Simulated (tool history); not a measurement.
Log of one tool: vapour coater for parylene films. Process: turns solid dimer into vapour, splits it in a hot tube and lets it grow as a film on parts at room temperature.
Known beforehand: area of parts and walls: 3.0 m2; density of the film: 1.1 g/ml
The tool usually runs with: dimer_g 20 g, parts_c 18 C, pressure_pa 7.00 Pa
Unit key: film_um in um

{"run": 1, "day": 0.0, "dimer_g": 20, "parts_c": 18, "pressure_pa": 7.0, "film_um": 4.14}
{"run": 2, "day": 1.562, "dimer_g": 20, "parts_c": 18, "pressure_pa": 3.83, "film_um": 4.29}
{"run": 3, "day": 4.254, "dimer_g": 20, "parts_c": 18, "pressure_pa": 3.83, "film_um": 4.26}
{"run": 4, "day": 6.325, "dimer_g": 20, "parts_c": 18, "pressure_pa": 3.83, "film_um": 4.2}
{"run": 5, "day": 8.712, "dimer_g": 20, "parts_c": 18, "pressure_pa": 7.0, "film_um": 3.96}
{"run": 6, "day": 10.317, "dimer_g": 20, "parts_c": 18, "pressure_pa": 7.0, "film_um": 3.95}
{"run": 7, "day": 12.183, "dimer_g": 20, "parts_c": 18, "pressure_pa": 7.0, "film_um": 3.95}
{"run": 8, "day": 13.821, "dimer_g": 20, "parts_c": 18, "pressure_pa": 7.0, "film_um": 3.95}
{"run": 9, "day": 15.929, "dimer_g": 20, "parts_c": 18, "pressure_pa": 3.33, "film_um": 4.15}
{"run": 10, "day": 18.217, "dimer_g": 20, "parts_c": 18, "pressure_pa": 2.05, "film_um": 4.22}
{"run": 11, "day": 19.904, "dimer_g": 20, "parts_c": 18, "pressure_pa": 2.05, "film_um": 4.26}
{"day": 20.967, "done": "trap's valve overhauled"}
{"run": 12, "day": 22.346, "dimer_g": 20, "parts_c": 18, "pressure_pa": 2.05, "film_um": 4.9}
{"run": 13, "day": 24.258, "dimer_g": 11, "parts_c": 14, "pressure_pa": 5.39, "film_um": 2.75}
{"run": 14, "day": 27.2, "dimer_g": 33, "parts_c": 18, "pressure_pa": 7.0, "film_um": 7.27}
{"run": 15, "day": 29.792, "dimer_g": 33, "parts_c": 18, "pressure_pa": 10.73, "film_um": 6.94}
{"run": 16, "day": 32.017, "dimer_g": 33, "parts_c": 18, "pressure_pa": 10.73, "film_um": 6.76}
{"run": 17, "day": 33.521, "dimer_g": 23, "parts_c": 11, "pressure_pa": 2.08, "film_um": 6.3}
{"day": 35.417, "done": "table's thermometer calibrated"}
{"run": 18, "day": 35.962, "dimer_g": 23, "parts_c": 11, "pressure_pa": 2.08, "film_um": 6.05}
{"run": 19, "day": 37.529, "dimer_g": 14, "parts_c": 24, "pressure_pa": 4.2, "film_um": 2.58}
{"run": 20, "day": 39.408, "dimer_g": 20, "parts_c": 24, "pressure_pa": 7.0, "film_um": 3.55}

What if the next run were any one of these 4? Each begins from the tool's condition after run 20:
{"run": "A", "day": 41.55, "dimer_g": 30, "parts_c": 24, "pressure_pa": 2.03, "film_um": "?"}
{"run": "B", "day": 41.55, "dimer_g": 20, "parts_c": 24, "pressure_pa": 4.17, "film_um": "?"}
{"run": "C", "day": 41.55, "dimer_g": 20, "parts_c": 19, "pressure_pa": 4.91, "film_um": "?"}
{"run": "D", "day": 41.55, "dimer_g": 10, "parts_c": 22, "pressure_pa": 7.0, "film_um": "?"}

run=A film_um=5.70
run=B film_um=3.60
run=C film_um=4.09
run=D film_um=1.85
With the hidden condition removed and each run's random variation left untouched, the same runs would have given:
run=A film_um=6.18
run=B film_um=3.91
run=C film_um=4.43
run=D film_um=2.00
